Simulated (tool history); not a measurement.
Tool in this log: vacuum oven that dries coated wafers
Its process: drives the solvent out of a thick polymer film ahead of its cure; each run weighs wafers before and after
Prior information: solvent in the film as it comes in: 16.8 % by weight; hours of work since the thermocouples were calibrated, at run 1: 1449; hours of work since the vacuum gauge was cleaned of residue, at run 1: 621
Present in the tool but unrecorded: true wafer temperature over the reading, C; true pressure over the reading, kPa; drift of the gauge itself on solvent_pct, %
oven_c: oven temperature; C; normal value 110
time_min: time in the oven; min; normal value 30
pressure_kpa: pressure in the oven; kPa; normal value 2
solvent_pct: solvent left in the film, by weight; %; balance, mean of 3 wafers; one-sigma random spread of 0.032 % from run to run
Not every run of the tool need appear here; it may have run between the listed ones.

| run | hour | oven_c | time_min | pressure_kpa | hours of work since the thermocouples were calibrated | hours of work since the vacuum gauge was cleaned of residue | solvent_pct |
|---|---|---|---|---|---|---|---|
| 1 | 0 | 110 | 30 | 2 | 1449 | 621 | 2.48 |
| 2 | 14.3 | 110 | 30 | 2 | 1455 | 628 | 2.49 |
| 3 | 40.8 | 98 | 30 | 2 | 1468 | 640 | 4.92 |
| 4 | 61.6 | 98 | 30 | 2 | 1478 | 650 | 4.9 |
| 5 | 77 | 98 | 30 | 2 | 1485 | 657 | 4.95 |
| 6 | 106 | 110 | 47 | 2 | 1498 | 671 | 1.69 |
| 7 | 122 | 110 | 30 | 4.24 | 1506 | 678 | 3.76 |
| 8 | 145.8 | 106 | 30 | 4.24 | 1517 | 690 | 4.61 |
| 9 | 160.2 | 106 | 30 | 4.24 | 1524 | 696 | 4.61 |
| 10 | 179 | 110 | 30 | 2 | 1533 | 705 | 2.45 |
| 11 | 207.9 | 110 | 30 | 7.27 | 1546 | 719 | 5.49 |
| 12 | 233.2 | 110 | 30 | 7.27 | 1558 | 731 | 5.48 |
| 13 | 248.7 | 110 | 30 | 7.27 | 1565 | 738 | 5.51 |
| 14 | 264 | 107 | 51 | 1.23 | 1572 | 745 | 1.37 |
| 15 | 296.1 | 112 | 32 | 5.17 | 1587 | 760 | 3.84 |
| 16 | 323.7 | 114 | 40 | 5.17 | 1600 | 773 | 3.24 |
| 17 | 337.9 | 114 | 40 | 1.19 | 1607 | 780 | 1.05 |
| 18 | 359.7 | 96 | 47 | 1.19 | 1617 | 790 | 3.01 |
| 19 | 389.5 | 96 | 47 | 1.19 | 1631 | 804 | 3.03 |
| 20 | 411.5 | 96 | 47 | 1.19 | 1641 | 814 | 2.99 |
| 21 | 434.5 | 111 | 47 | 4.35 | 1652 | 825 | 2.98 |
| 22 | 450.8 | 124 | 23 | 4.58 | 1660 | 833 | 2.33 |
| 23 | 481.2 | 110 | 31 | 2.44 | 1674 | 847 | 2.62 |
| 24 | 501.9 | 96 | 27 | 1.04 | 1684 | 856 | 5.05 |
| 25 | 530 | 96 | 27 | 2.37 | 1697 | 870 | 6.14 |

4 options for the next run, each taken on its own from the tool as it stands now. Forecast them:
| A | 555.3 | 102 | 42 | 5.71 | 1709 | 881 | ? |
| B | 555.3 | 96 | 27 | 1.01 | 1709 | 881 | ? |
| C | 555.3 | 114 | 38 | 1.76 | 1709 | 881 | ? |
| D | 555.3 | 96 | 27 | 2.49 | 1709 | 881 | ? |

| run | solvent_pct |
|---|---|
| A | 5.64 |
| B | 5.05 |
| C | 1.4 |
| D | 6.13 |
Take away the tool's hidden state, keep each run's random variation, and the runs would have read:
| run | solvent_pct |
|---|---|
| A | 6.26 |
| B | 5.61 |
| C | 1.51 |
| D | 6.77 |

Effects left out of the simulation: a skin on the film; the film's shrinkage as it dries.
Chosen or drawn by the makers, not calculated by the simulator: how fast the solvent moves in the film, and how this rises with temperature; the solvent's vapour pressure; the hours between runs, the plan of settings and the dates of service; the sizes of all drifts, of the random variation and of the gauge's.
